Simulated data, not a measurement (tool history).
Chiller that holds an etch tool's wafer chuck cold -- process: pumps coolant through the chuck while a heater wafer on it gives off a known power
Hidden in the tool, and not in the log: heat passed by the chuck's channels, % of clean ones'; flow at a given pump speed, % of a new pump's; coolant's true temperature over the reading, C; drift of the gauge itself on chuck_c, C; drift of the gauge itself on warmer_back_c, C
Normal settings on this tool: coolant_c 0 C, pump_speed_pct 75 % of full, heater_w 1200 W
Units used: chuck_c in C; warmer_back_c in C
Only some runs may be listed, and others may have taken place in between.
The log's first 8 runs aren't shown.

run	hour	coolant_c	pump_speed_pct	heater_w	hours since the coolant was changed and the channels were flushed	hours since the pump was overhauled	hours since the chiller's thermometer was calibrated	chuck_c	warmer_back_c
9	462	5	75	1200	3412	2183	2051	17.7	5.19
10	501.6	5	75	1200	3451	2222	2091	17.5	5.18
11	550.9	5	75	1200	3501	2272	2140	17.5	5.15
12	586.4	9	75	1200	3536	2307	2175	21.7	5.17
13	623.2	9	75	1200	3573	2344	2212	21.6	5.17
# hour 628.4: chiller's thermometer calibrated
14	662.3	9	75	1200	3611	2382	34	21.6	5.23
15	692.9	9	75	1200	3642	2412	65	21.7	5.2
16	759.4	7	75	1200	3708	2479	131	19.5	5.26
17	797.2	7	75	1200	3746	2517	169	19.5	5.23
# hour 850.6: chiller's thermometer calibrated, once more
18	871.1	7	75	1200	3819	2590	20	19.9	5.26
19	905.4	7	75	1200	3853	2624	55	20	5.2
20	943.1	7	75	1200	3891	2662	93	20.1	5.16
21	1018.3	-4	70	738	3966	2737	168	4.2	3.41
22	1062.6	-4	70	738	4010	2781	212	4.3	3.44
23	1118.4	-4	78	1568	4066	2837	268	12.6	6.48
24	1156.6	-10	83	609	4104	2875	306	-3.8	2.41
25	1226.5	-5	73	1256	4174	2945	376	8.9	5.58
26	1287.4	-5	88	1256	4235	3006	437	7.2	4.71
27	1339.7	-5	88	1256	4287	3058	489	7.4	4.64
28	1392.9	-5	88	1256	4341	3111	542	7.4	4.65
29	1440.1	0	91	1200	4388	3159	590	11.7	4.25
30	1485.4	0	70	1047	4433	3204	635	12	4.87
31	1539.2	0	70	1047	4487	3258	689	12	4.85

Consider 5 possible next runs. They are alternatives, not a sequence: every one starts from the tool as it was left by run 31. What does each give?
A	1590.3	-8	71	1200	4538	3309	740	?	?
B	1590.3	0	75	1277	4538	3309	740	?	?
C	1590.3	0	75	830	4538	3309	740	?	?
D	1590.3	0	75	688	4538	3309	740	?	?
E	1590.3	3	75	1526	4538	3309	740	?	?

run	chuck_c	warmer_back_c
A	5.6	5.58
B	14	5.57
C	9.1	3.6
D	7.3	2.98
E	19.6	6.64
Stripped of hidden state, with their random variation kept, the same runs would have yielded:
run	chuck_c	warmer_back_c
A	4.2	5.45
B	12.5	5.44
C	8.1	3.51
D	6.5	2.91
E	17.9	6.49
